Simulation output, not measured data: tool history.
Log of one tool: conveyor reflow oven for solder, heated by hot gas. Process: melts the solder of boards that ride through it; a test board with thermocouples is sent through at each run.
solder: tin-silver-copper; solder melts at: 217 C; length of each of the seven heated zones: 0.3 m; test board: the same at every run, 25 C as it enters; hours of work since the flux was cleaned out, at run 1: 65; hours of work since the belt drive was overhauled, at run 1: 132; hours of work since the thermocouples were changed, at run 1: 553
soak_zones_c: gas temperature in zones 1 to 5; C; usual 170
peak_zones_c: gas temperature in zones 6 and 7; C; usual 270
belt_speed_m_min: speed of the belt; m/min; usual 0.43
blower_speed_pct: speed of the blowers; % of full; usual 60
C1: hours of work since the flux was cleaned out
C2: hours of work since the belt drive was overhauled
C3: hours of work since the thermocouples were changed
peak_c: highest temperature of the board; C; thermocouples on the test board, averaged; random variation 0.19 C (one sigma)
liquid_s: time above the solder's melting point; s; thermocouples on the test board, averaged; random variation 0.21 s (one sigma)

{"run": 1, "hour": 0.0, "soak_zones_c": 170, "peak_zones_c": 270, "belt_speed_m_min": 0.43, "blower_speed_pct": 60, "C1": 65, "C2": 132, "C3": 553, "peak_c": 248.7, "liquid_s": 56.8}
{"run": 2, "hour": 6.6, "soak_zones_c": 170, "peak_zones_c": 270, "belt_speed_m_min": 0.393, "blower_speed_pct": 60, "C1": 70, "C2": 137, "C3": 558, "peak_c": 251.7, "liquid_s": 66.3}
{"run": 3, "hour": 10.4, "soak_zones_c": 170, "peak_zones_c": 270, "belt_speed_m_min": 0.393, "blower_speed_pct": 60, "C1": 73, "C2": 140, "C3": 561, "peak_c": 251.6, "liquid_s": 66.2}
{"run": 4, "hour": 15.9, "soak_zones_c": 170, "peak_zones_c": 270, "belt_speed_m_min": 0.393, "blower_speed_pct": 60, "C1": 77, "C2": 144, "C3": 566, "peak_c": 251.5, "liquid_s": 66.3}
{"run": 5, "hour": 21.9, "soak_zones_c": 170, "peak_zones_c": 270, "belt_speed_m_min": 0.43, "blower_speed_pct": 56, "C1": 82, "C2": 149, "C3": 570, "peak_c": 247.1, "liquid_s": 55.1}
{"run": 6, "hour": 29.2, "soak_zones_c": 170, "peak_zones_c": 270, "belt_speed_m_min": 0.43, "blower_speed_pct": 56, "C1": 88, "C2": 155, "C3": 576, "peak_c": 247.1, "liquid_s": 55.1}
{"run": 7, "hour": 34.1, "soak_zones_c": 170, "peak_zones_c": 270, "belt_speed_m_min": 0.391, "blower_speed_pct": 56, "C1": 91, "C2": 159, "C3": 580, "peak_c": 250.5, "liquid_s": 65.5}
{"run": 8, "hour": 41.5, "soak_zones_c": 170, "peak_zones_c": 270, "belt_speed_m_min": 0.43, "blower_speed_pct": 60, "C1": 97, "C2": 164, "C3": 586, "peak_c": 248.4, "liquid_s": 56.8}
{"run": 9, "hour": 45.6, "soak_zones_c": 170, "peak_zones_c": 278, "belt_speed_m_min": 0.43, "blower_speed_pct": 60, "C1": 100, "C2": 168, "C3": 589, "peak_c": 255.3, "liquid_s": 63}
{"run": 10, "hour": 49.7, "soak_zones_c": 170, "peak_zones_c": 278, "belt_speed_m_min": 0.43, "blower_speed_pct": 60, "C1": 104, "C2": 171, "C3": 592, "peak_c": 255.5, "liquid_s": 62.4}
{"run": 11, "hour": 54.1, "soak_zones_c": 170, "peak_zones_c": 278, "belt_speed_m_min": 0.43, "blower_speed_pct": 60, "C1": 107, "C2": 174, "C3": 595, "peak_c": 255.2, "liquid_s": 62.6}
{"run": 12, "hour": 62.0, "soak_zones_c": 170, "peak_zones_c": 278, "belt_speed_m_min": 0.43, "blower_speed_pct": 60, "C1": 113, "C2": 180, "C3": 602, "peak_c": 254.8, "liquid_s": 62.5}
{"run": 13, "hour": 67.5, "soak_zones_c": 170, "peak_zones_c": 278, "belt_speed_m_min": 0.43, "blower_speed_pct": 60, "C1": 117, "C2": 185, "C3": 606, "peak_c": 254.9, "liquid_s": 62.5}
{"run": 14, "hour": 76.3, "soak_zones_c": 170, "peak_zones_c": 270, "belt_speed_m_min": 0.43, "blower_speed_pct": 72, "C1": 124, "C2": 192, "C3": 613, "peak_c": 251.7, "liquid_s": 60.8}
{"run": 15, "hour": 85.5, "soak_zones_c": 170, "peak_zones_c": 270, "belt_speed_m_min": 0.43, "blower_speed_pct": 72, "C1": 132, "C2": 199, "C3": 620, "peak_c": 251.7, "liquid_s": 61.1}
{"run": 16, "hour": 91.1, "soak_zones_c": 170, "peak_zones_c": 270, "belt_speed_m_min": 0.43, "blower_speed_pct": 72, "C1": 136, "C2": 203, "C3": 624, "peak_c": 251.5, "liquid_s": 60.8}
{"run": 17, "hour": 97.6, "soak_zones_c": 170, "peak_zones_c": 270, "belt_speed_m_min": 0.43, "blower_speed_pct": 72, "C1": 141, "C2": 208, "C3": 629, "peak_c": 251.7, "liquid_s": 60.5}
{"run": 18, "hour": 104.1, "soak_zones_c": 170, "peak_zones_c": 270, "belt_speed_m_min": 0.43, "blower_speed_pct": 72, "C1": 146, "C2": 213, "C3": 634, "peak_c": 250.9, "liquid_s": 60.3}
{"run": 19, "hour": 111.4, "soak_zones_c": 170, "peak_zones_c": 274, "belt_speed_m_min": 0.412, "blower_speed_pct": 85, "C1": 152, "C2": 219, "C3": 640, "peak_c": 259.2, "liquid_s": 70.8}
{"run": 20, "hour": 115.6, "soak_zones_c": 180, "peak_zones_c": 270, "belt_speed_m_min": 0.346, "blower_speed_pct": 60, "C1": 155, "C2": 222, "C3": 643, "peak_c": 256.4, "liquid_s": 86.2}
{"run": 21, "hour": 120.3, "soak_zones_c": 170, "peak_zones_c": 270, "belt_speed_m_min": 0.43, "blower_speed_pct": 79, "C1": 159, "C2": 226, "C3": 647, "peak_c": 253.3, "liquid_s": 62.5}
{"run": 22, "hour": 129.1, "soak_zones_c": 179, "peak_zones_c": 270, "belt_speed_m_min": 0.405, "blower_speed_pct": 60, "C1": 166, "C2": 233, "C3": 654, "peak_c": 251.7, "liquid_s": 68.4}
{"run": 23, "hour": 134.2, "soak_zones_c": 179, "peak_zones_c": 270, "belt_speed_m_min": 0.519, "blower_speed_pct": 65, "C1": 170, "C2": 237, "C3": 658, "peak_c": 244.5, "liquid_s": 45.1}
{"run": 24, "hour": 141.7, "soak_zones_c": 162, "peak_zones_c": 282, "belt_speed_m_min": 0.426, "blower_speed_pct": 60, "C1": 175, "C2": 243, "C3": 664, "peak_c": 256.3, "liquid_s": 61.7}
{"run": 25, "hour": 150.1, "soak_zones_c": 164, "peak_zones_c": 262, "belt_speed_m_min": 0.389, "blower_speed_pct": 69, "C1": 182, "C2": 249, "C3": 670, "peak_c": 245.5, "liquid_s": 60.2}

Forecast run 26:
{"run": 26, "hour": 155.1, "soak_zones_c": 185, "peak_zones_c": 271, "belt_speed_m_min": 0.34, "blower_speed_pct": 65, "C1": 186, "C2": 253, "C3": 674, "peak_c": "?", "liquid_s": "?"}

{"run 26": {"peak_c": 259.4, "liquid_s": 93.2}}
Without the tool's hidden state the same run would have given peak_c 261.4 C, liquid_s 94.1 s.

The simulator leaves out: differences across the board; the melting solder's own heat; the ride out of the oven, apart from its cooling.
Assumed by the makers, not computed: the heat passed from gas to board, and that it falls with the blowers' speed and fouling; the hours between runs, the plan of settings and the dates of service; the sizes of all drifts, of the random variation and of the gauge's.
